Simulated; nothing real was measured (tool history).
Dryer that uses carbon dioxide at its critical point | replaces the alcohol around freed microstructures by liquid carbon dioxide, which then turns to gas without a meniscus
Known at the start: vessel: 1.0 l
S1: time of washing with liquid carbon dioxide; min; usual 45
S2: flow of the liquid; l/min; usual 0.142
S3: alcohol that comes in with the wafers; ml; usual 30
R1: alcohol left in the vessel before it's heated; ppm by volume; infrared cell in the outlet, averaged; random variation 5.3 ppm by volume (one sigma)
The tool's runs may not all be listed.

Run 1, day 0: usual settings. Result: R1 319 ppm by volume.
Run 2, day 1.433: usual settings. Result: R1 339 ppm by volume.
Run 3, day 2.562: usual settings. Result: R1 333 ppm by volume.
Run 4, day 3.45: usual settings. Result: R1 362 ppm by volume.
At day 4.621: purifier's bed changed.
Run 5, day 4.621: usual settings. Result: R1 155 ppm by volume.
Run 6, day 5.667: usual settings. Result: R1 163 ppm by volume.
Run 7, day 6.675: usual settings. Result: R1 169 ppm by volume.
At day 6.796: inlet filter changed.
Run 8, day 7.421: usual settings. Result: R1 124 ppm by volume.
Run 9, day 8.833: usual settings but S3 66 ml. Result: R1 259 ppm by volume.
Run 10, day 9.517: usual settings. Result: R1 140 ppm by volume.
Run 11, day 10.471: usual settings but S3 37 ml. Result: R1 171 ppm by volume.
Run 12, day 11.783: usual settings but S3 37 ml. Result: R1 185 ppm by volume.
Run 13, day 13.171: usual settings but S1 46 min, S2 0.161 l/min, S3 57 ml. Result: R1 116 ppm by volume.
Run 14, day 13.8: usual settings but S1 46 min, S2 0.161 l/min, S3 57 ml. Result: R1 132 ppm by volume.
Run 15, day 14.95: usual settings but S1 46 min, S2 0.161 l/min, S3 57 ml. Result: R1 144 ppm by volume.
Run 16, day 16.158: usual settings but S1 46 min, S2 0.161 l/min, S3 57 ml. Result: R1 158 ppm by volume.
Run 17, day 17.096: usual settings but S1 46 min, S2 0.161 l/min, S3 57 ml. Result: R1 153 ppm by volume.
Run 18, day 18.288: usual settings but S1 46 min, S2 0.161 l/min, S3 57 ml. Result: R1 169 ppm by volume.
Run 19, day 19.296: usual settings but S2 0.229 l/min, S3 100 ml. Result: R1 95 ppm by volume.
Run 20, day 20.146: usual settings but S1 35 min, S2 0.228 l/min, S3 28 ml. Result: R1 107 ppm by volume.
Run 21, day 20.967: usual settings but S1 35 min, S2 0.228 l/min, S3 28 ml. Result: R1 114 ppm by volume.

Forecast each of these 4 alternatives for the next run:
Run A, day 22.25: usual settings but S1 27 min, S2 0.173 l/min, S3 32 ml. Result: R1 ?.
Run B, day 22.25: usual settings but S1 37 min, S2 0.228 l/min, S3 41 ml. Result: R1 ?.
Run C, day 22.25: usual settings but S1 64 min, S3 99 ml. Result: R1 ?.
Run D, day 22.25: usual settings but S1 66 min, S2 0.119 l/min, S3 28 ml. Result: R1 ?.

run   R1
  A  621
  B  116
  C  126
  D  140
Without the tool's hidden state the same runs would have given:
run   R1
  A  484
  B   22
  C   26
  D   42

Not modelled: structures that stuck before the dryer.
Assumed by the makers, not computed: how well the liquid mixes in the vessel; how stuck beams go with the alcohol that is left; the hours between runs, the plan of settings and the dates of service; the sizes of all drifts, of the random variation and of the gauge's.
